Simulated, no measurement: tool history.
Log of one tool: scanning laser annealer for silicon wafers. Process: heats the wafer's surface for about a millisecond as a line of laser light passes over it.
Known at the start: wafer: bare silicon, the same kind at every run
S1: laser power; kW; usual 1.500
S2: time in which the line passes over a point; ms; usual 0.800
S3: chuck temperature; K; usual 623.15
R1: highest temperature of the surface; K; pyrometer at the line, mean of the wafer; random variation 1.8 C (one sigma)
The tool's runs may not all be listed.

| run | hour | S1 | S2 | S3 | R1 |
|---|---|---|---|---|---|
| 1 | 0.0 | 1.500 | 0.800 | 623.15 | 1348.15 |
| 2 | 39.9 | 1.500 | 0.782 | 623.15 | 1343.15 |
| 3 | 116.6 | 1.500 | 0.782 | 623.15 | 1340.15 |
| 4 | 185.5 | 1.500 | 0.782 | 623.15 | 1340.15 |
| 5 | 248.1 | 1.500 | 0.782 | 623.15 | 1343.15 |
| 6 | 333.9 | 1.500 | 0.782 | 623.15 | 1343.15 |
|  | 348.5 | window over the wafer cleaned |
| 7 | 378.5 | 1.500 | 0.782 | 623.15 | 1346.15 |
| 8 | 459.9 | 1.500 | 0.782 | 623.15 | 1345.15 |
| 9 | 544.9 | 1.500 | 0.782 | 623.15 | 1342.15 |
| 10 | 631.1 | 1.498 | 0.800 | 623.15 | 1349.15 |
| 11 | 712.2 | 1.498 | 0.800 | 623.15 | 1354.15 |
| 12 | 770.0 | 1.498 | 0.800 | 623.15 | 1353.15 |
| 13 | 853.7 | 1.419 | 0.800 | 623.15 | 1298.15 |
| 14 | 941.7 | 1.419 | 0.800 | 623.15 | 1300.15 |
|  | 1032.0 | optics aligned, line set to its width |
| 15 | 1042.8 | 1.500 | 0.842 | 623.15 | 1376.15 |
| 16 | 1124.9 | 1.500 | 0.842 | 623.15 | 1377.15 |
| 17 | 1203.5 | 1.500 | 0.800 | 659.15 | 1390.15 |
| 18 | 1261.9 | 1.500 | 0.706 | 653.15 | 1332.15 |
| 19 | 1347.8 | 1.349 | 0.636 | 623.15 | 1177.15 |
| 20 | 1443.2 | 1.349 | 0.810 | 621.15 | 1258.15 |
| 21 | 1483.7 | 1.349 | 0.810 | 621.15 | 1256.15 |
| 22 | 1572.6 | 1.394 | 0.963 | 623.15 | 1356.15 |
|  | 1598.5 | window over the wafer cleaned |
| 23 | 1660.2 | 1.394 | 0.963 | 623.15 | 1356.15 |
| 24 | 1746.8 | 1.394 | 0.963 | 623.15 | 1359.15 |
| 25 | 1820.9 | 1.394 | 0.963 | 623.15 | 1359.15 |
| 26 | 1861.5 | 1.600 | 0.834 | 632.15 | 1448.15 |
| 27 | 1943.1 | 1.314 | 0.654 | 623.15 | 1168.15 |
| 28 | 2003.9 | 1.314 | 0.654 | 623.15 | 1165.15 |
| 29 | 2095.8 | 1.538 | 0.800 | 592.15 | 1344.15 |
| 30 | 2172.0 | 1.401 | 0.800 | 612.15 | 1278.15 |

4 ways to go on from here, each from the tool as it stands after run 30. What would each give?
| A | 2220.7 | 1.611 | 0.800 | 612.15 | ? |
| B | 2220.7 | 1.363 | 0.724 | 623.15 | ? |
| C | 2220.7 | 1.383 | 0.800 | 612.15 | ? |
| D | 2220.7 | 1.500 | 0.596 | 623.15 | ? |

| run | R1 |
|---|---|
| A | 1416.15 |
| B | 1231.15 |
| C | 1266.15 |
| D | 1242.15 |
Without the tool's hidden state the same runs would have given:
| run | R1 |
|---|---|
| A | 1417.15 |
| B | 1232.15 |
| C | 1266.15 |
| D | 1242.15 |
